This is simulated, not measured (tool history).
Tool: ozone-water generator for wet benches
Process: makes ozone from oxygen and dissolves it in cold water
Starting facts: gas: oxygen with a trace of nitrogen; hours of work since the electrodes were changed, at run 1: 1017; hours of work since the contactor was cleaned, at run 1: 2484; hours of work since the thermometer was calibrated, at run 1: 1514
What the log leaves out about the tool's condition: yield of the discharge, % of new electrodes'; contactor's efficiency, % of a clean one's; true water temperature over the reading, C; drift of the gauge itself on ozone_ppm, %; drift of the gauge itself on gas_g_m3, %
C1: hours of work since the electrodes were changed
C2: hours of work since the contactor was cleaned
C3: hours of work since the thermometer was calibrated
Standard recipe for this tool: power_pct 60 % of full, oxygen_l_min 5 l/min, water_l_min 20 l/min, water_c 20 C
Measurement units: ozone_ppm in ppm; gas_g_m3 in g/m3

Run 1, hour 0: usual settings; C1 1017; C2 2484; C3 1514. Result: ozone_ppm 15.3 ppm, gas_g_m3 137.5 g/m3.
Run 2, hour 50.8: usual settings; C1 1052; C2 2520; C3 1549. Result: ozone_ppm 15 ppm, gas_g_m3 136.8 g/m3.
Run 3, hour 101.9: usual settings; C1 1088; C2 2556; C3 1585. Result: ozone_ppm 15.1 ppm, gas_g_m3 136.7 g/m3.
Run 4, hour 139.6: usual settings; C1 1115; C2 2582; C3 1612. Result: ozone_ppm 15.2 ppm, gas_g_m3 137.5 g/m3.
Run 5, hour 172.1: usual settings but water_l_min 30 l/min; C1 1138; C2 2605; C3 1634. Result: ozone_ppm 11.3 ppm, gas_g_m3 136.7 g/m3.
Run 6, hour 207.1: usual settings but water_l_min 30 l/min; C1 1162; C2 2629; C3 1659. Result: ozone_ppm 11.1 ppm, gas_g_m3 136.5 g/m3.
Run 7, hour 277.8: usual settings but water_c 27 C; C1 1212; C2 2679; C3 1709. Result: ozone_ppm 13.3 ppm, gas_g_m3 138.1 g/m3.
Run 8, hour 312.1: usual settings but water_c 27 C; C1 1236; C2 2703; C3 1733. Result: ozone_ppm 13.6 ppm, gas_g_m3 135.8 g/m3.
Run 9, hour 374.4: usual settings but water_c 27 C; C1 1280; C2 2747; C3 1776. Result: ozone_ppm 13.5 ppm, gas_g_m3 137 g/m3.
At hour 410.5: contactor cleaned.
Run 10, hour 418.3: usual settings but water_c 15 C; C1 1308; C2 5; C3 1804. Result: ozone_ppm 16.3 ppm, gas_g_m3 136.1 g/m3.
Run 11, hour 450: usual settings; C1 1330; C2 28; C3 1827. Result: ozone_ppm 15.4 ppm, gas_g_m3 137 g/m3.
Run 12, hour 513.9: usual settings; C1 1375; C2 73; C3 1872. Result: ozone_ppm 15.2 ppm, gas_g_m3 135.4 g/m3.
Run 13, hour 552.4: usual settings; C1 1402; C2 100; C3 1899. Result: ozone_ppm 15.4 ppm, gas_g_m3 136.5 g/m3.
Run 14, hour 612.7: usual settings; C1 1444; C2 142; C3 1941. Result: ozone_ppm 15.1 ppm, gas_g_m3 135.5 g/m3.
Run 15, hour 660.8: usual settings; C1 1478; C2 176; C3 1975. Result: ozone_ppm 15.1 ppm, gas_g_m3 138.2 g/m3.
Run 16, hour 697.8: usual settings but water_l_min 21 l/min; C1 1504; C2 202; C3 2001. Result: ozone_ppm 14.8 ppm, gas_g_m3 136.7 g/m3.
Run 17, hour 768.4: usual settings but power_pct 98 % of full, oxygen_l_min 2.61 l/min, water_l_min 13 l/min; C1 1553; C2 251; C3 2050. Result: ozone_ppm 27.4 ppm, gas_g_m3 264.4 g/m3.
Run 18, hour 829.1: usual settings but power_pct 66 % of full, oxygen_l_min 5.91 l/min, water_l_min 13 l/min; C1 1596; C2 294; C3 2093. Result: ozone_ppm 20.1 ppm, gas_g_m3 129 g/m3.
Run 19, hour 872.3: usual settings but power_pct 66 % of full, oxygen_l_min 5.91 l/min, water_l_min 13 l/min; C1 1626; C2 324; C3 2123. Result: ozone_ppm 19.8 ppm, gas_g_m3 128.9 g/m3.
Run 20, hour 928.1: usual settings but power_pct 77 % of full, oxygen_l_min 3.91 l/min, water_l_min 13 l/min, water_c 23 C; C1 1666; C2 363; C3 2162. Result: ozone_ppm 22.2 ppm, gas_g_m3 180.5 g/m3.
Run 21, hour 1000.2: usual settings but power_pct 77 % of full, oxygen_l_min 3.91 l/min, water_l_min 13 l/min, water_c 23 C; C1 1716; C2 414; C3 2213. Result: ozone_ppm 21.9 ppm, gas_g_m3 179 g/m3.
Run 22, hour 1031.5: usual settings but power_pct 63 % of full, oxygen_l_min 3.14 l/min, water_l_min 13 l/min, water_c 23 C; C1 1738; C2 436; C3 2235. Result: ozone_ppm 20.7 ppm, gas_g_m3 188.6 g/m3.
Run 23, hour 1086.6: usual settings but power_pct 63 % of full, oxygen_l_min 6.07 l/min, water_l_min 13 l/min, water_c 17 C; C1 1777; C2 475; C3 2274. Result: ozone_ppm 20.2 ppm, gas_g_m3 124.3 g/m3.
Run 24, hour 1133: usual settings but power_pct 41 % of full, oxygen_l_min 6.07 l/min, water_l_min 12 l/min, water_c 17 C; C1 1809; C2 507; C3 2306. Result: ozone_ppm 17.2 ppm, gas_g_m3 99.7 g/m3.
Run 25, hour 1200: usual settings but oxygen_l_min 4.1 l/min, water_c 28 C; C1 1856; C2 554; C3 2353. Result: ozone_ppm 13.8 ppm, gas_g_m3 154.6 g/m3.
Run 26, hour 1237.5: usual settings but power_pct 76 % of full, oxygen_l_min 6.23 l/min, water_c 28 C; C1 1883; C2 581; C3 2380. Result: ozone_ppm 14.7 ppm, gas_g_m3 134.1 g/m3.
Run 27, hour 1273: usual settings but power_pct 86 % of full, water_c 16 C; C1 1908; C2 606; C3 2404. Result: ozone_ppm 19.1 ppm, gas_g_m3 164.7 g/m3.
Run 28, hour 1319.8: usual settings but power_pct 80 % of full, water_c 16 C; C1 1941; C2 638; C3 2437. Result: ozone_ppm 18.7 ppm, gas_g_m3 159.4 g/m3.
Run 29, hour 1393.1: usual settings but power_pct 80 % of full, water_c 16 C; C1 1992; C2 690; C3 2489. Result: ozone_ppm 18.7 ppm, gas_g_m3 156.8 g/m3.
Run 30, hour 1445.4: usual settings but power_pct 80 % of full, water_c 16 C; C1 2029; C2 727; C3 2525. Result: ozone_ppm 18.7 ppm, gas_g_m3 157.5 g/m3.
Run 31, hour 1478: usual settings but power_pct 80 % of full, water_c 16 C; C1 2052; C2 749; C3 2548. Result: ozone_ppm 18.5 ppm, gas_g_m3 159.1 g/m3.

Across each entry between runs, compare the hidden state at the last listed run before it with the hidden state at the first listed run after it:
Runs 9 to 10: contactor cleaned (hour 410.5)
  contactor's efficiency, % of a clean one's: 99.9 -> 100
